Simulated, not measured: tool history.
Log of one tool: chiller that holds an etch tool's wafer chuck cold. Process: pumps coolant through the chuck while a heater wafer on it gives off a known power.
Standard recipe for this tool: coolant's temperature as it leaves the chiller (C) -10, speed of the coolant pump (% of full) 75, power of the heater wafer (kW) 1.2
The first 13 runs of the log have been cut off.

| run | day | coolant's temperature as it leaves the chiller (C) | speed of the coolant pump (% of full) | power of the heater wafer (kW) | chuck's temperature once it has settled (C) | how much warmer the coolant comes back (C) |
|---|---|---|---|---|---|---|
| 14 | 69.354 | -10 | 75 | 1.2 | 1.6 | 2.89 |
| 15 | 72.492 | -10 | 75 | 0.788 | -2.6 | 1.94 |
| 16 | 79.167 | -10 | 75 | 0.82 | -1.8 | 1.96 |
| 17 | 83.342 | -10 | 75 | 0.82 | -1.9 | 2.02 |
|  | 88.062 | chiller's thermometer calibrated |
| 18 | 88.646 | -20 | 67 | 1.2 | -7.5 | 3.34 |
| 19 | 92.225 | -20 | 67 | 1.2 | -7.5 | 3.31 |
| 20 | 95.504 | -6 | 91 | 0.738 | 0.3 | 1.52 |
| 21 | 101.054 | -6 | 74 | 0.738 | 1.4 | 1.86 |
| 22 | 107.321 | -6 | 74 | 0.738 | 1.4 | 1.91 |

Run 23 comes next. What will it give?
|  | 109.333 | coolant changed, channels flushed |
| 23 | 114.212 | -20 | 100 | 1.314 | ? | ? |

{"run 23": {"chuck's temperature once it has settled (C)": -10, "how much warmer the coolant comes back (C)": 2.48}}
Had the tool carried no hidden state, the very same run would have given chuck's temperature once it has settled (C) -10.3, how much warmer the coolant comes back (C) 2.38.
